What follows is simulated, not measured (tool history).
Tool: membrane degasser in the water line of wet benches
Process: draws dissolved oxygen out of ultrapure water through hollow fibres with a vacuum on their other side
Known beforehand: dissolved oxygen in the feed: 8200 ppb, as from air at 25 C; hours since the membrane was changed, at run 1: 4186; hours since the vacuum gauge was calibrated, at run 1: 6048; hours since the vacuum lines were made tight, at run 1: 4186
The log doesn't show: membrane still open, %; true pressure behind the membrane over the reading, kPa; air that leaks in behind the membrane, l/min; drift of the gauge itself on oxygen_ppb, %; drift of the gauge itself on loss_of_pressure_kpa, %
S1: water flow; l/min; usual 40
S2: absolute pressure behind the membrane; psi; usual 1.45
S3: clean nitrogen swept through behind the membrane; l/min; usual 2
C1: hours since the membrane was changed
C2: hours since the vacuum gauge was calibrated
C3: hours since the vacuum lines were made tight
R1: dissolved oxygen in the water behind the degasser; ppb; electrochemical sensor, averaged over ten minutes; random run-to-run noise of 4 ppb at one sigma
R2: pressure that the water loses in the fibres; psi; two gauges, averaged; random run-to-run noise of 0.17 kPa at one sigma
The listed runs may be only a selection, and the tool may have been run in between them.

{"run": 1, "day": 0.0, "S1": 40, "S2": 1.45, "S3": 2, "C1": 4186, "C2": 6048, "C3": 4186, "R1": 396.3, "R2": 4.109}
{"run": 2, "day": 11.854, "S1": 40, "S2": 1.45, "S3": 2, "C1": 4471, "C2": 6333, "C3": 4471, "R1": 397, "R2": 4.092}
{"run": 3, "day": 22.046, "S1": 40, "S2": 1.45, "S3": 3.55, "C1": 4715, "C2": 6577, "C3": 4715, "R1": 280.2, "R2": 4.049}
{"run": 4, "day": 34.462, "S1": 40, "S2": 1.45, "S3": 3.55, "C1": 5013, "C2": 6875, "C3": 5013, "R1": 290.6, "R2": 4.112}
{"run": 5, "day": 46.583, "S1": 40, "S2": 3.52, "S3": 2, "C1": 5304, "C2": 7166, "C3": 5304, "R1": 944.9, "R2": 4.112}
{"run": 6, "day": 55.967, "S1": 40, "S2": 3.52, "S3": 2, "C1": 5530, "C2": 7392, "C3": 5530, "R1": 949, "R2": 4.087}
{"run": 7, "day": 63.608, "S1": 40, "S2": 1.45, "S3": 2, "C1": 5713, "C2": 7575, "C3": 5713, "R1": 402.1, "R2": 4.094}
{"run": 8, "day": 70.604, "S1": 40, "S2": 1.45, "S3": 2, "C1": 5881, "C2": 7743, "C3": 5881, "R1": 404.7, "R2": 4.06}
{"run": 9, "day": 84.196, "S1": 40, "S2": 1.45, "S3": 1.09, "C1": 6207, "C2": 8069, "C3": 6207, "R1": 582.2, "R2": 4.118}
{"run": 10, "day": 90.346, "S1": 40, "S2": 1.45, "S3": 2, "C1": 6355, "C2": 8217, "C3": 6355, "R1": 394.9, "R2": 4.115}
{"run": 11, "day": 98.392, "S1": 40, "S2": 1.45, "S3": 2, "C1": 6548, "C2": 8410, "C3": 6548, "R1": 399.6, "R2": 4.119}
{"day": 104.833, "done": "vacuum gauge calibrated"}
{"run": 12, "day": 105.8, "S1": 40, "S2": 1.45, "S3": 2, "C1": 6725, "C2": 23, "C3": 6725, "R1": 399.2, "R2": 4.103}
{"run": 13, "day": 117.629, "S1": 40, "S2": 1.71, "S3": 2, "C1": 7009, "C2": 307, "C3": 7009, "R1": 473.6, "R2": 4.077}
{"run": 14, "day": 129.233, "S1": 40, "S2": 1.45, "S3": 2, "C1": 7287, "C2": 586, "C3": 7287, "R1": 398.5, "R2": 4.115}
{"run": 15, "day": 142.617, "S1": 40, "S2": 1.45, "S3": 2, "C1": 7609, "C2": 907, "C3": 7609, "R1": 400.5, "R2": 4.084}
{"run": 16, "day": 155.946, "S1": 40, "S2": 1.45, "S3": 2, "C1": 7929, "C2": 1227, "C3": 7929, "R1": 395.8, "R2": 4.074}
{"run": 17, "day": 164.771, "S1": 40, "S2": 1.45, "S3": 2.53, "C1": 8140, "C2": 1439, "C3": 8140, "R1": 341.7, "R2": 4.099}
{"run": 18, "day": 179.154, "S1": 40, "S2": 1.45, "S3": 2.53, "C1": 8486, "C2": 1784, "C3": 8486, "R1": 345, "R2": 4.08}
{"run": 19, "day": 185.462, "S1": 40, "S2": 1.45, "S3": 2.53, "C1": 8637, "C2": 1935, "C3": 8637, "R1": 345, "R2": 4.107}
{"run": 20, "day": 198.346, "S1": 26, "S2": 1.45, "S3": 2.33, "C1": 8946, "C2": 2244, "C3": 8946, "R1": 220.1, "R2": 2.638}
{"run": 21, "day": 207.1, "S1": 26, "S2": 1.45, "S3": 2.33, "C1": 9156, "C2": 2454, "C3": 9156, "R1": 222.8, "R2": 2.661}
{"day": 217.45, "done": "seals of the vacuum lines changed"}
{"run": 22, "day": 218.192, "S1": 31, "S2": 1.61, "S3": 3.63, "C1": 9420, "C2": 2719, "C3": 18, "R1": 224, "R2": 3.128}
{"run": 23, "day": 227.167, "S1": 51, "S2": 1.44, "S3": 1.09, "C1": 9636, "C2": 2934, "C3": 233, "R1": 730.8, "R2": 5.258}
{"run": 24, "day": 233.988, "S1": 34, "S2": 2.61, "S3": 0.88, "C1": 9800, "C2": 3098, "C3": 397, "R1": 1117.2, "R2": 3.477}
{"run": 25, "day": 247.012, "S1": 34, "S2": 2.61, "S3": 0.88, "C1": 10112, "C2": 3410, "C3": 710, "R1": 1085.7, "R2": 3.472}
{"run": 26, "day": 257.05, "S1": 57, "S2": 1.41, "S3": 0.85, "C1": 10353, "C2": 3651, "C3": 950, "R1": 900, "R2": 5.806}
{"run": 27, "day": 269.775, "S1": 57, "S2": 1.29, "S3": 0.85, "C1": 10658, "C2": 3957, "C3": 1256, "R1": 806, "R2": 5.822}
{"run": 28, "day": 284.775, "S1": 43, "S2": 1.74, "S3": 2, "C1": 11018, "C2": 4317, "C3": 1616, "R1": 518.1, "R2": 4.389}
{"run": 29, "day": 294.788, "S1": 40, "S2": 1.93, "S3": 0.98, "C1": 11259, "C2": 4557, "C3": 1856, "R1": 859.6, "R2": 4.131}
{"run": 30, "day": 308.246, "S1": 40, "S2": 1.48, "S3": 4.11, "C1": 11582, "C2": 4880, "C3": 2179, "R1": 267, "R2": 4.139}
{"run": 31, "day": 319.571, "S1": 40, "S2": 1.48, "S3": 4.11, "C1": 11853, "C2": 5152, "C3": 2451, "R1": 267.6, "R2": 4.1}
{"run": 32, "day": 328.912, "S1": 38, "S2": 2.28, "S3": 4.02, "C1": 12078, "C2": 5376, "C3": 2675, "R1": 371.3, "R2": 3.917}

3 ways to go on from here, each from the tool as it stands after run 32. What would each give?
{"run": "A", "day": 342.333, "S1": 38, "S2": 2.28, "S3": 5.06, "C1": 12400, "C2": 5698, "C3": 2997, "R1": "?", "R2": "?"}
{"run": "B", "day": 342.333, "S1": 24, "S2": 1.45, "S3": 2, "C1": 12400, "C2": 5698, "C3": 2997, "R1": "?", "R2": "?"}
{"run": "C", "day": 342.333, "S1": 38, "S2": 2.34, "S3": 4.02, "C1": 12400, "C2": 5698, "C3": 2997, "R1": "?", "R2": "?"}

run=A R1=325.3 R2=3.902
run=B R1=228.9 R2=2.503
run=C R1=371.3 R2=3.954
Without the tool's hidden state the same runs would have given:
run=A R1=324.6 R2=3.896
run=B R1=228.4 R2=2.499
run=C R1=370.6 R2=3.948
